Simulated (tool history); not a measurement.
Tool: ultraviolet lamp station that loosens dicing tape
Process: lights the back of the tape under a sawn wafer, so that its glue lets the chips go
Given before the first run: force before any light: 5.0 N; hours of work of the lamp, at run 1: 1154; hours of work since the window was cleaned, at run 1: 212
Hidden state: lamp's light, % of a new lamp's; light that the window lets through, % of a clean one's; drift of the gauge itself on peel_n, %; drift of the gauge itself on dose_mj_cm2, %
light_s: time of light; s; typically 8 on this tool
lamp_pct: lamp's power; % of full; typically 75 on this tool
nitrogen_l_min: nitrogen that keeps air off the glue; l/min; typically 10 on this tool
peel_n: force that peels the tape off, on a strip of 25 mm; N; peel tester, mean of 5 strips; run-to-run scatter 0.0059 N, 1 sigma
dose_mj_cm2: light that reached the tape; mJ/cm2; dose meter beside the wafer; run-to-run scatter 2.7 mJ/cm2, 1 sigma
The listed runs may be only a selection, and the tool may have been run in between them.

run,hour,light_s,lamp_pct,nitrogen_l_min,hours of work of the lamp,hours of work since the window was cleaned,peel_n,dose_mj_cm2
1,0.0,8,75,10,1154,212,0.335,279
2,68.1,8,75,5,1185,244,0.663,271
3,120.0,8,75,5,1209,268,0.655,272
4,151.3,8,75,3,1224,282,1.033,270
5,194.8,4,75,3,1244,302,2.199,133
6,233.6,4,75,3,1262,320,2.258,127
7,275.8,4,75,3,1281,339,2.306,131
8,319.2,8,75,10,1301,360,0.384,258
9,377.3,12,75,10,1328,386,0.145,386
10,432.2,8,75,10,1353,412,0.422,249
11,468.6,8,75,10,1370,429,0.427,248
12,503.1,8,75,10,1386,445,0.419,246
13,536.1,15,75,10,1401,460,0.099,457
14,588.2,15,75,10,1425,484,0.106,453
# hour 648.5: window cleaned of glue's vapour
15,648.5,15,75,10,1453,0,0.068,523
16,692.5,15,75,10,1473,20,0.073,518
17,726.5,5,75,10,1489,36,0.878,168
18,797.9,5,75,10,1522,69,0.928,169
19,836.4,5,75,18,1540,87,0.619,167
20,898.3,8,75,10,1568,115,0.364,261
21,960.0,8,75,10,1597,144,0.383,261
22,1022.4,8,84,5,1626,173,0.618,287
23,1074.1,6,65,10,1650,197,0.933,163
24,1142.5,8,92,6,1681,228,0.458,298
25,1193.4,8,66,18,1705,252,0.359,218
26,1223.5,10,78,10,1719,266,0.239,319
# hour 1234.9: lamp changed
27,1272.1,14,61,6,17,288,0.138,482
28,1317.4,8,75,17,38,308,0.121,332
29,1379.1,8,75,17,67,337,0.123,331
30,1443.8,6,71,14,96,367,0.351,231
31,1479.8,6,66,4,113,384,1.157,213
32,1550.4,6,66,4,146,416,1.191,211
33,1599.6,6,66,4,168,439,1.147,205
34,1667.1,6,64,3,200,470,1.462,196
35,1703.5,5,89,4,216,487,1.097,229
36,1739.1,5,89,4,233,503,1.114,230
# hour 1754.8: window cleaned of glue's vapour
37,1776.2,5,94,8,250,10,0.429,276
38,1816.2,5,83,8,268,28,0.570,243
39,1883.2,9,99,10,299,59,0.078,514
40,1923.1,4,82,10,318,78,0.753,188
41,1992.3,4,82,10,350,110,0.780,186
42,2024.3,5,95,10,364,124,0.357,263

Consider 4 possible next runs. They are alternatives, not a sequence: every one starts from the tool as it was left by run 42. What does each give?
A,2072.1,14,70,13,386,147,?,?
B,2072.1,7,73,19,386,147,?,?
C,2072.1,8,74,5,386,147,?,?
D,2072.1,12,65,13,386,147,?,?

run,peel_n,dose_mj_cm2
A,0.065,544
B,0.174,286
C,0.465,331
D,0.089,421
With the hidden condition removed and each run's random variation left untouched, the same runs would have given:
run,peel_n,dose_mj_cm2
A,0.060,606
B,0.132,319
C,0.363,368
D,0.074,470
